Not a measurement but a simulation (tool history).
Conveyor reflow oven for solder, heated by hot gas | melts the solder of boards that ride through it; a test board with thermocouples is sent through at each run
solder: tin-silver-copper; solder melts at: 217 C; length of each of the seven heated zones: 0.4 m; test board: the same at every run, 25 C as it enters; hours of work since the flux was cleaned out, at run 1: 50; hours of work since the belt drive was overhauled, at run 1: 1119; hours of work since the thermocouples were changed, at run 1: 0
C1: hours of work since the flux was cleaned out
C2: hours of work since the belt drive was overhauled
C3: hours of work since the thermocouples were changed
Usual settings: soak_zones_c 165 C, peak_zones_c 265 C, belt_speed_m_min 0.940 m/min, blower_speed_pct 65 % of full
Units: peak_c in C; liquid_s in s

run 1 hour=0.0 | soak_zones_c=165 peak_zones_c=265 belt_speed_m_min=0.940 blower_speed_pct=65 | C1=50 C2=1119 C3=0 | peak_c=252.4 liquid_s=37.91
run 2 hour=23.3 | soak_zones_c=165 peak_zones_c=265 belt_speed_m_min=0.806 blower_speed_pct=65 | C1=64 C2=1133 C3=14 | peak_c=255.9 liquid_s=47.24
run 3 hour=51.0 | soak_zones_c=165 peak_zones_c=265 belt_speed_m_min=0.940 blower_speed_pct=65 | C1=81 C2=1150 C3=32 | peak_c=252.2 liquid_s=37.85
run 4 hour=106.9 | soak_zones_c=165 peak_zones_c=265 belt_speed_m_min=0.940 blower_speed_pct=68 | C1=116 C2=1185 C3=66 | peak_c=253.1 liquid_s=38.17
run 5 hour=146.1 | soak_zones_c=165 peak_zones_c=265 belt_speed_m_min=1.077 blower_speed_pct=65 | C1=140 C2=1209 C3=91 | peak_c=247.7 liquid_s=30.36
run 6 hour=173.7 | soak_zones_c=165 peak_zones_c=265 belt_speed_m_min=1.077 blower_speed_pct=65 | C1=158 C2=1227 C3=108 | peak_c=247.8 liquid_s=30.25
-- hour=201.7 belt drive overhauled, speed set with a stopwatch
run 7 hour=201.7 | soak_zones_c=165 peak_zones_c=253 belt_speed_m_min=1.077 blower_speed_pct=65 | C1=172 C2=0 C3=123 | peak_c=236.6 liquid_s=22.89
run 8 hour=234.8 | soak_zones_c=165 peak_zones_c=265 belt_speed_m_min=0.940 blower_speed_pct=50 | C1=193 C2=21 C3=144 | peak_c=246.7 liquid_s=32.78
run 9 hour=280.4 | soak_zones_c=165 peak_zones_c=265 belt_speed_m_min=0.940 blower_speed_pct=50 | C1=221 C2=49 C3=172 | peak_c=246.5 liquid_s=32.87
run 10 hour=322.4 | soak_zones_c=165 peak_zones_c=265 belt_speed_m_min=0.840 blower_speed_pct=65 | C1=248 C2=75 C3=198 | peak_c=254.3 liquid_s=43.13
run 11 hour=347.9 | soak_zones_c=165 peak_zones_c=265 belt_speed_m_min=0.840 blower_speed_pct=65 | C1=263 C2=91 C3=214 | peak_c=254.4 liquid_s=43.18
-- hour=373.8 flux residue cleaned out of gas plates and filters
run 12 hour=395.3 | soak_zones_c=165 peak_zones_c=265 belt_speed_m_min=0.840 blower_speed_pct=65 | C1=13 C2=117 C3=240 | peak_c=255.2 liquid_s=43.57
run 13 hour=428.9 | soak_zones_c=165 peak_zones_c=265 belt_speed_m_min=0.840 blower_speed_pct=65 | C1=34 C2=138 C3=261 | peak_c=254.9 liquid_s=43.79
run 14 hour=458.1 | soak_zones_c=165 peak_zones_c=265 belt_speed_m_min=0.840 blower_speed_pct=65 | C1=52 C2=156 C3=279 | peak_c=255.0 liquid_s=43.81
run 15 hour=492.4 | soak_zones_c=165 peak_zones_c=265 belt_speed_m_min=0.840 blower_speed_pct=65 | C1=74 C2=178 C3=301 | peak_c=254.9 liquid_s=43.61
run 16 hour=529.3 | soak_zones_c=158 peak_zones_c=265 belt_speed_m_min=0.985 blower_speed_pct=65 | C1=97 C2=201 C3=324 | peak_c=249.6 liquid_s=32.59
run 17 hour=581.2 | soak_zones_c=154 peak_zones_c=265 belt_speed_m_min=0.913 blower_speed_pct=53 | C1=129 C2=233 C3=356 | peak_c=247.2 liquid_s=32.77
run 18 hour=613.7 | soak_zones_c=165 peak_zones_c=263 belt_speed_m_min=0.896 blower_speed_pct=65 | C1=149 C2=253 C3=376 | peak_c=251.5 liquid_s=38.91
run 19 hour=639.3 | soak_zones_c=161 peak_zones_c=267 belt_speed_m_min=0.844 blower_speed_pct=58 | C1=165 C2=269 C3=392 | peak_c=254.7 liquid_s=41.84
run 20 hour=668.3 | soak_zones_c=170 peak_zones_c=259 belt_speed_m_min=1.075 blower_speed_pct=65 | C1=183 C2=287 C3=410 | peak_c=243.3 liquid_s=28.35
run 21 hour=696.1 | soak_zones_c=156 peak_zones_c=260 belt_speed_m_min=0.787 blower_speed_pct=58 | C1=200 C2=304 C3=427 | peak_c=249.3 liquid_s=41.48
run 22 hour=750.9 | soak_zones_c=165 peak_zones_c=258 belt_speed_m_min=0.760 blower_speed_pct=65 | C1=235 C2=338 C3=461 | peak_c=251.0 liquid_s=47.12
run 23 hour=794.7 | soak_zones_c=154 peak_zones_c=272 belt_speed_m_min=1.123 blower_speed_pct=65 | C1=262 C2=366 C3=489 | peak_c=249.8 liquid_s=26.95
-- hour=823.3 flux residue cleaned out of gas plates and filters
run 24 hour=852.6 | soak_zones_c=154 peak_zones_c=277 belt_speed_m_min=0.890 blower_speed_pct=65 | C1=18 C2=399 C3=522 | peak_c=264.4 liquid_s=42.58
run 25 hour=884.3 | soak_zones_c=165 peak_zones_c=268 belt_speed_m_min=0.940 blower_speed_pct=65 | C1=38 C2=418 C3=541 | peak_c=255.9 liquid_s=38.69
run 26 hour=924.8 | soak_zones_c=166 peak_zones_c=277 belt_speed_m_min=0.940 blower_speed_pct=65 | C1=63 C2=443 C3=566 | peak_c=264.2 liquid_s=42.26
run 27 hour=969.5 | soak_zones_c=166 peak_zones_c=277 belt_speed_m_min=0.940 blower_speed_pct=65 | C1=91 C2=471 C3=594 | peak_c=264.3 liquid_s=42.01
run 28 hour=993.7 | soak_zones_c=177 peak_zones_c=277 belt_speed_m_min=0.940 blower_speed_pct=82 | C1=106 C2=486 C3=609 | peak_c=268.9 liquid_s=46.30
run 29 hour=1047.0 | soak_zones_c=177 peak_zones_c=277 belt_speed_m_min=0.755 blower_speed_pct=82 | C1=139 C2=519 C3=642 | peak_c=273.1 liquid_s=59.55
run 30 hour=1089.4 | soak_zones_c=175 peak_zones_c=266 belt_speed_m_min=0.940 blower_speed_pct=65 | C1=165 C2=546 C3=669 | peak_c=255.1 liquid_s=40.80

Hidden state at the last listed run before each entry between runs and at the first one after, where it differs:
Between runs 6 and 7: belt drive overhauled, speed set with a stopwatch (hour 201.7)
  heat that the gas passes to the board, % of a clean oven's: 96.7 -> 96.4; belt's true speed, % of the reading: 97.57 -> 99.94; true gas temperature in zones 6 and 7 over the reading, C: 0.16 -> 0.19
  measured less the result without the state, peak_c: +0.2 -> -0.6 C; liquid_s: +0.86 -> -0.59 s
Between runs 11 and 12: flux residue cleaned out of gas plates and filters (hour 373.8)
  heat that the gas passes to the board, % of a clean oven's: 94.7 -> 99.7; belt's true speed, % of the reading: 99.77 -> 99.71; true gas temperature in zones 6 and 7 over the reading, C: 0.39 -> 0.44
  measured less the result without the state, peak_c: -0.5 -> +0.4 C; liquid_s: -0.34 -> +0.33 s
Between runs 23 and 24: flux residue cleaned out of gas plates and filters (hour 823.3)
  heat that the gas passes to the board, % of a clean oven's: 94.9 -> 99.6; belt's true speed, % of the reading: 99.23 -> 99.17; true gas temperature in zones 6 and 7 over the reading, C: 0.97 -> 1.04
  measured less the result without the state, peak_c: -0.3 -> +1.2 C; liquid_s: -0.05 -> +0.82 s

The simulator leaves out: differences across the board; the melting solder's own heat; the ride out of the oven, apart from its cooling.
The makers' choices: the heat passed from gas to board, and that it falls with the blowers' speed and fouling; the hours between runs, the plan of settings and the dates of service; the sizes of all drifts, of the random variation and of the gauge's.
